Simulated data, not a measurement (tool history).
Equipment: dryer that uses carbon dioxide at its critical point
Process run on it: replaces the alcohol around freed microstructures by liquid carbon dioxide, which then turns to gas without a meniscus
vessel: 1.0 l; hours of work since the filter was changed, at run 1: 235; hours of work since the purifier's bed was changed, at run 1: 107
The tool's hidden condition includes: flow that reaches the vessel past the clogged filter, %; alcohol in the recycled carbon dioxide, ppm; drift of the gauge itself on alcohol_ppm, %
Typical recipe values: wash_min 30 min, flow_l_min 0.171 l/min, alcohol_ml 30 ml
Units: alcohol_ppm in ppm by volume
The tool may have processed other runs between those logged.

| run | hour | wash_min | flow_l_min | alcohol_ml | hours of work since the filter was changed | hours of work since the purifier's bed was changed | alcohol_ppm |
|---|---|---|---|---|---|---|---|
| 1 | 0.0 | 30 | 0.171 | 30 | 235 | 107 | 849 |
| 2 | 7.5 | 30 | 0.171 | 30 | 238 | 110 | 871 |
| 3 | 12.2 | 30 | 0.171 | 30 | 240 | 112 | 856 |
| 4 | 21.3 | 30 | 0.171 | 30 | 244 | 116 | 868 |
| 5 | 28.6 | 30 | 0.171 | 30 | 247 | 119 | 880 |
| 6 | 32.8 | 43 | 0.171 | 30 | 249 | 121 | 224 |
| 7 | 36.6 | 43 | 0.171 | 30 | 250 | 122 | 212 |
| 8 | 45.5 | 43 | 0.171 | 30 | 254 | 126 | 217 |
| 9 | 51.3 | 43 | 0.171 | 30 | 256 | 128 | 218 |
| 10 | 55.6 | 29 | 0.171 | 30 | 258 | 130 | 1004 |
| 11 | 61.0 | 30 | 0.171 | 28 | 260 | 132 | 843 |
| 12 | 69.8 | 30 | 0.171 | 28 | 264 | 136 | 832 |
| 13 | 74.6 | 30 | 0.171 | 28 | 266 | 138 | 857 |
| 14 | 80.5 | 30 | 0.171 | 30 | 269 | 141 | 892 |
| 15 | 88.0 | 30 | 0.171 | 30 | 272 | 144 | 902 |
| 16 | 96.7 | 30 | 0.171 | 30 | 275 | 147 | 918 |
| 17 | 101.3 | 30 | 0.171 | 30 | 277 | 149 | 933 |
| 18 | 108.5 | 30 | 0.273 | 30 | 280 | 152 | 144 |
| 19 | 115.5 | 22 | 0.273 | 30 | 283 | 155 | 478 |
| 20 | 120.9 | 48 | 0.171 | 30 | 285 | 157 | 160 |
| 21 | 127.3 | 48 | 0.171 | 30 | 288 | 160 | 142 |
| 22 | 136.1 | 23 | 0.171 | 30 | 292 | 164 | 2108 |
| 23 | 144.9 | 23 | 0.171 | 23 | 295 | 167 | 1600 |
| 24 | 152.2 | 23 | 0.171 | 23 | 298 | 170 | 1617 |
| 25 | 156.6 | 38 | 0.171 | 34 | 300 | 172 | 451 |
| 26 | 165.6 | 21 | 0.291 | 34 | 304 | 176 | 510 |
| 27 | 170.0 | 21 | 0.291 | 34 | 306 | 178 | 519 |
| 28 | 177.3 | 47 | 0.126 | 30 | 309 | 181 | 599 |
| 29 | 185.7 | 47 | 0.126 | 30 | 312 | 184 | 613 |
| 30 | 191.7 | 30 | 0.171 | 77 | 315 | 187 | 2383 |
| 31 | 198.1 | 40 | 0.203 | 27 | 317 | 189 | 150 |
| 32 | 202.8 | 40 | 0.203 | 27 | 319 | 191 | 157 |
| 33 | 210.8 | 29 | 0.106 | 38 | 323 | 195 | 5037 |
| 34 | 215.9 | 46 | 0.245 | 26 | 325 | 197 | 63 |
| 35 | 222.8 | 46 | 0.245 | 26 | 328 | 200 | 62 |
| 36 | 231.2 | 38 | 0.171 | 55 | 331 | 203 | 746 |
| 37 | 240.4 | 35 | 0.171 | 42 | 335 | 207 | 793 |
| 38 | 248.9 | 19 | 0.189 | 40 | 339 | 211 | 3491 |
| 39 | 256.0 | 30 | 0.229 | 30 | 342 | 213 | 325 |
| 40 | 263.3 | 30 | 0.229 | 84 | 345 | 216 | 847 |
| 41 | 268.5 | 30 | 0.229 | 84 | 347 | 219 | 821 |
| 42 | 274.1 | 46 | 0.256 | 37 | 349 | 221 | 67 |
| 43 | 278.5 | 46 | 0.256 | 22 | 351 | 223 | 80 |
| 44 | 282.3 | 46 | 0.169 | 21 | 352 | 224 | 178 |
| 45 | 291.0 | 46 | 0.171 | 20 | 356 | 228 | 168 |
| 46 | 296.1 | 30 | 0.260 | 33 | 358 | 230 | 215 |

How would selected steps in alcohol_ppm from run to run divide? Give the signed amount a tool lacking its hidden state would still show from settings, what came in and random variation, and the signed amount left for the hidden state, including any gauge scatter that is not in both of the compared results.
Run 32 -> 33: wash_min 40 -> 29, flow_l_min 0.203 -> 0.106, alcohol_ml 27 -> 38. alcohol_ppm +4880 ppm by volume: hidden state +1054, all else +3826.
Run 33 -> 34: wash_min 29 -> 46, flow_l_min 0.106 -> 0.245, alcohol_ml 38 -> 26. alcohol_ppm -4974 ppm by volume: hidden state -1098, all else -3876.
Run 38 -> 39: wash_min 19 -> 30, flow_l_min 0.189 -> 0.229, alcohol_ml 40 -> 30. alcohol_ppm -3166 ppm by volume: hidden state -803, all else -2363.

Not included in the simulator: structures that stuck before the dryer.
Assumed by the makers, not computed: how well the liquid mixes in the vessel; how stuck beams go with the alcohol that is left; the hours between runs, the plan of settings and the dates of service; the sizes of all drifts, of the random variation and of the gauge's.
